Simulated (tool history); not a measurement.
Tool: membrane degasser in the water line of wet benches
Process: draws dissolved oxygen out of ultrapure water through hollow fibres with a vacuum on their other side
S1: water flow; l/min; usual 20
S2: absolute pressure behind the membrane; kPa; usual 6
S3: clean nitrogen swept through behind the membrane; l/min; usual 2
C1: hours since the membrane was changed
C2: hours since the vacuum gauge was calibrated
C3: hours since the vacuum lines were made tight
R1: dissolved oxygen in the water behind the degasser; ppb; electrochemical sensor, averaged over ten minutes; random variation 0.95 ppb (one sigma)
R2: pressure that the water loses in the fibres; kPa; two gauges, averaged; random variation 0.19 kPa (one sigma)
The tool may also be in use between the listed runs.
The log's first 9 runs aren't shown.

run	day	S1	S2	S3	C1	C2	C3	R1	R2
10	31.696	20	6	1.08	2403	7134	5109	139.6	39.72
# day 33.908: seals of the vacuum lines changed
11	33.908	20	6	1.08	2454	7185	0	139.6	39.77
12	36.004	20	5.64	1.08	2505	7235	50	126	39.64
13	40.096	20	5.64	1.08	2603	7333	149	126.9	39.86
14	42.292	20	5.92	2	2655	7386	201	89.1	39.83
15	44.517	20	6	2.28	2709	7439	255	82.6	39.76
16	46.433	20	6	2.17	2755	7485	301	86.7	39.61
17	49.25	20	6	2.17	2822	7553	368	85.6	39.48
18	52.904	20	6	5.98	2910	7641	456	46.7	39.9
19	56.383	20	5.49	5.98	2994	7724	539	44.7	40.04
20	58.188	20	5.49	5.98	3037	7767	583	42.8	40.04
21	59.975	20	4.7	1.17	3080	7810	626	82.3	39.71
22	61.862	20	12.82	2.39	3125	7856	671	211	39.98
23	64.292	25	6	1.15	3183	7914	729	204.7	49.73
24	67.375	13	5.27	1.85	3257	7988	803	36.7	25.86
25	71.112	29	6	2	3347	8078	893	217.5	57.48
26	73.45	25	11.41	1.56	3403	8134	949	359.9	49.86
27	77.85	20	5.1	1.48	3509	8239	1055	83.4	39.48
28	80.192	21	4.96	1.41	3565	8296	1111	91.7	42.12
29	82.758	21	4.96	1.41	3627	8357	1172	92.1	41.53
30	87.004	21	4.96	1.59	3729	8459	1274	86.3	41.63
# day 87.7: vacuum gauge calibrated
31	90.504	19	13.94	0.86	3812	67	1358	522.6	37.63
32	92.558	19	13.94	0.86	3861	117	1407	511.7	37.75

Forecast each of these 3 alternatives for the next run:
A	96.946	20	11.16	3.67	3967	222	1512	?	?
B	96.946	14	6.48	0.88	3967	222	1512	?	?
C	96.946	19	10.75	0.86	3967	222	1512	?	?

run	R1	R2
A	130.9	39.68
B	121.8	27.72
C	371	37.66
Without the tool's hidden state the same runs would have given:
run	R1	R2
A	130.8	39.66
B	121.8	27.71
C	370.9	37.64

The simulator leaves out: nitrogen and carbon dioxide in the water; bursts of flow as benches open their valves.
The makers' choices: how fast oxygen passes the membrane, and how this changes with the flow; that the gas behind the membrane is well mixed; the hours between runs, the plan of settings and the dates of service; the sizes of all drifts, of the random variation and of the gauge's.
